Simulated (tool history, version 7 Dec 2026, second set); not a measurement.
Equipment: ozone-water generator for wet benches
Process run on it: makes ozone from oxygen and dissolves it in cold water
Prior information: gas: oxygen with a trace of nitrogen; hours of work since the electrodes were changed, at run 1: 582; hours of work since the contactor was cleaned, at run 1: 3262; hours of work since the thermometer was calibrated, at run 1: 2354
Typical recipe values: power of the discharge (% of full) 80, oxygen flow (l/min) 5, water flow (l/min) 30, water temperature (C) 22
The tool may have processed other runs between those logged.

run,hour,power of the discharge (% of full),oxygen flow (l/min),water flow (l/min),water temperature (C),hours of work since the electrodes were changed,hours of work since the contactor was cleaned,hours of work since the thermometer was calibrated,dissolved ozone (ppm),ozone in the gas ahead of the water (g/m3)
1,0,80,5,30,22,582,3262,2354,16.8,246.1
2,22.6,80,5,30,22,597,3277,2368,17,245.4
3,62.2,80,5,30,22,622,3302,2394,16.6,247
4,99.5,80,5,30,22,646,3326,2418,16.7,246.2
5,140.1,80,5,45,22,672,3352,2444,10.5,247.2
6,168.8,80,5,38,22,691,3371,2462,12.8,247.7
7,202.6,80,5.53,38,22,713,3392,2484,12.7,233.7
8,244.1,80,5.53,38,22,739,3419,2511,12.8,233.3
9,290.2,80,5.53,38,22,769,3449,2540,13,234.1
10,324.4,80,5.53,38,22,791,3471,2562,12.9,238.5
11,351.5,55,5,30,22,808,3488,2580,12.7,189.8
12,377.3,55,5,45,26,825,3505,2596,7.5,187.4
13,425.5,61,5,30,22,856,3536,2627,13.9,205.5
14,458.1,86,3.35,30,22,877,3557,2648,17,336.5
# hour 498.5: contactor cleaned
15,508,49,5,34,22,906,6,2678,9.8,174.5
# hour 526.9: gauge calibrated
16,533.2,80,5,32,15,923,22,2694,17.1,244
17,581,80,3.18,21,16,954,53,2725,25.1,321.6
18,602.5,65,3.18,21,16,967,67,2739,21.5,278.1

Estimate the outcome of run 19 from the log above:
19,634.7,57,5.58,21,20,988,88,2759,?,?

Run 19 produced dissolved ozone (ppm) 18.8, ozone in the gas ahead of the water (g/m3) 181.1.
With no hidden state in the tool, this same run would have given dissolved ozone (ppm) 18.8, ozone in the gas ahead of the water (g/m3) 180.1.
